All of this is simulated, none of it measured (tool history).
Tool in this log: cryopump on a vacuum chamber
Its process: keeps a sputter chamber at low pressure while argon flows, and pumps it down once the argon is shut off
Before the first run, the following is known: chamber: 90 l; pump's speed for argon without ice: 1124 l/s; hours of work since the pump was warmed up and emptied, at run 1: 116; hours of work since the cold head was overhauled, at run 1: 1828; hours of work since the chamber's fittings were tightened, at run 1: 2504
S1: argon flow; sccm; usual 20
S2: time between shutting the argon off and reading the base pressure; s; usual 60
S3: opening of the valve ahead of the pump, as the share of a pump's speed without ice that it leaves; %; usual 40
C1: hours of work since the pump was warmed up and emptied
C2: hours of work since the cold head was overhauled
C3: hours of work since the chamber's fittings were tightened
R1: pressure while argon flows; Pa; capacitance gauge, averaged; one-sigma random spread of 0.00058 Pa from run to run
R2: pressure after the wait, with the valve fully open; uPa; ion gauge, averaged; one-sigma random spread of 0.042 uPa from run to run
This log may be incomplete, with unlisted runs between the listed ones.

run,hour,S1,S2,S3,C1,C2,C3,R1,R2
1,0,20,60,40,116,1828,2504,0.0766,3.61
2,34.2,20,60,40,138,1850,2526,0.077,3.68
3,83.5,33,60,40,170,1881,2558,0.1276,3.62
4,121.4,20,25,40,194,1906,2582,0.0781,6.84
5,175.2,12,60,40,229,1940,2617,0.0463,3.67
6,236.3,20,60,40,268,1979,2656,0.0793,3.81
7,284.4,36,60,40,299,2010,2687,0.141,3.78
8,354.3,36,60,40,344,2055,2732,0.1414,3.86
9,423,36,60,40,388,2099,2776,0.1435,3.92
10,496.3,23,60,40,435,2146,2823,0.0922,3.92
11,532.1,20,47,40,458,2169,2846,0.0807,4.47
12,587.2,20,60,40,493,2205,2881,0.0809,3.96
13,624.5,20,60,40,517,2229,2905,0.082,3.82
# hour 676.6: pump warmed up, emptied and cooled again
14,684.9,20,60,31,5,2264,2940,0.0975,3.71
15,728.3,20,29,40,33,2292,2968,0.0757,6.07
16,794.5,20,29,40,76,2334,3011,0.0769,6.21
17,849.5,20,29,40,111,2370,3046,0.0768,6.26
18,926.4,20,60,40,160,2419,3095,0.0779,3.97
19,999.7,31,49,44,207,2466,3142,0.1095,4.47
20,1045.5,12,60,16,237,2496,3172,0.1151,3.95
21,1122.4,12,60,16,286,2545,3221,0.1149,4.01
22,1179.4,12,60,16,323,2581,3258,0.1154,3.96
23,1253.7,19,22,26,370,2629,3305,0.1136,8.11
24,1299.3,12,193,48,400,2658,3335,0.0407,2.6
25,1335.2,10,67,22,423,2681,3358,0.0701,3.93
26,1399,10,156,36,464,2722,3399,0.0457,2.89
27,1455,12,38,17,500,2758,3435,0.1101,5.43
28,1501.8,20,26,43,530,2788,3465,0.0768,7.24
# hour 1535.1: pump warmed up, emptied and cooled again
29,1579,20,26,43,28,2835,3511,0.073,6.88
30,1650.7,12,36,37,74,2881,3557,0.0493,5.48
31,1722.5,12,33,57,120,2927,3603,0.033,6.01
# hour 1772.8: leaking fittings of the chamber tightened, without venting
32,1779.1,38,199,58,155,2962,4,0.1037,0.97
33,1827.3,38,199,58,186,2993,35,0.1039,1.05
34,1890.2,20,33,58,227,3033,75,0.0544,4.36
35,1967.9,20,23,21,276,3083,125,0.1463,6.1

What if the next run were any one of these 3? Each begins from the tool's condition after run 35:
A,2022.3,20,23,28,311,3118,160,?,?
B,2022.3,9,81,38,311,3118,160,?,?
C,2022.3,12,179,21,311,3118,160,?,?

run,R1,R2
A,0.1111,6.13
B,0.0377,2.04
C,0.0883,1.22
Without the tool's unlogged condition, the same runs would have read:
run,R1,R2
A,0.107,5.99
B,0.0358,1.9
C,0.0858,1.08
